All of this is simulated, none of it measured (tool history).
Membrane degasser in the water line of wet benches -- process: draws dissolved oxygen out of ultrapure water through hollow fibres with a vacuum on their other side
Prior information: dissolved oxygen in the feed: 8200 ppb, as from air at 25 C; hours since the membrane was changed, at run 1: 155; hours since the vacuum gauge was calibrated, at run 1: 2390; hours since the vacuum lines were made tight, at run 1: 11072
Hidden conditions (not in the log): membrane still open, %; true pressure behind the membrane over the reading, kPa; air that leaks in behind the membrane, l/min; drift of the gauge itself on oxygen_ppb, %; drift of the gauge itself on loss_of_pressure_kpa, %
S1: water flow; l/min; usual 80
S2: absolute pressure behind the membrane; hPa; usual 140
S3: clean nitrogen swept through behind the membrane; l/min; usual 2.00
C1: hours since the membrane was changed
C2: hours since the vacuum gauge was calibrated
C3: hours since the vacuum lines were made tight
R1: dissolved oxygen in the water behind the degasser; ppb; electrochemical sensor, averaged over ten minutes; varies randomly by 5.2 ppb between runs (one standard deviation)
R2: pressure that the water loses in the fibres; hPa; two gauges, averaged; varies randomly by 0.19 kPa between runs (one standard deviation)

run	hour	S1	S2	S3	C1	C2	C3	R1	R2
1	0.0	80	140	2.00	155	2390	11072	856.1	359.3
2	30.3	80	140	2.00	186	2421	11102	849.2	361.3
3	90.7	124	140	2.00	246	2481	11162	1251.8	563.7
4	155.4	80	140	4.63	311	2546	11227	457.3	359.3
5	223.7	80	140	2.00	379	2614	11295	845.3	359.5
6	288.0	80	140	2.00	443	2678	11360	836.3	361.0
7	342.9	80	140	0.84	498	2733	11415	1470.1	363.5
8	408.7	80	140	0.84	564	2799	11480	1454.1	363.3
9	469.9	80	140	2.00	625	2860	11542	850.0	365.6
10	498.4	80	140	2.00	654	2889	11570	846.0	361.7
11	547.5	80	140	2.00	703	2938	11619	848.8	366.7
12	590.1	80	140	2.00	745	2980	11662	848.1	365.4
13	637.5	80	140	2.00	793	3028	11709	851.5	363.9
14	702.3	61	140	2.00	858	3093	11774	669.4	277.8
15	754.5	61	140	2.00	910	3145	11826	668.9	280.2
16	802.1	80	140	2.00	957	3192	11874	838.7	358.9
17	842.4	80	187	1.96	998	3233	11914	1174.9	364.2
18	902.9	80	187	1.96	1058	3293	11975	1174.0	362.2
# hour 906.2: vacuum gauge calibrated
19	952.6	80	187	1.96	1107	46	12024	1178.1	363.9
20	998.5	107	187	4.28	1153	92	12070	891.8	484.1
21	1033.7	80	140	0.96	1189	128	12105	1370.4	363.7
22	1067.8	82	344	4.06	1223	162	12139	1263.7	372.6
23	1096.2	57	344	3.27	1251	190	12167	1098.7	261.0
24	1124.8	57	344	3.27	1280	219	12196	1105.3	259.7
25	1179.5	57	344	3.27	1334	273	12251	1097.4	259.2
26	1223.0	60	299	1.52	1378	317	12294	1767.4	270.5
27	1281.9	73	102	1.10	1437	376	12353	809.0	333.6
# hour 1293.3: vacuum gauge calibrated, once more
28	1343.6	70	307	2.79	1498	50	12414	1310.6	320.5
29	1393.9	106	140	1.99	1548	101	12465	1092.6	481.8
30	1459.4	102	115	2.46	1614	166	12530	749.7	466.4
# hour 1472.3: seals of the vacuum lines changed
31	1517.5	65	115	5.27	1670	222	45	256.9	293.2
32	1554.6	70	115	5.27	1707	259	82	281.8	318.1

Each row is a separate what-if for the run after 32, all from the same tool condition, not one after another. Results?
A	1620.4	116	140	5.27	1773	325	148	?	?
B	1620.4	80	191	2.00	1773	325	148	?	?
C	1620.4	116	104	1.78	1773	325	148	?	?

run	R1	R2
A	649.8	529.4
B	1179.0	366.3
C	927.5	528.9
Take away the tool's hidden state, keep each run's random variation, and the runs would have read:
run	R1	R2
A	645.2	525.3
B	1177.4	363.5
C	923.3	524.8
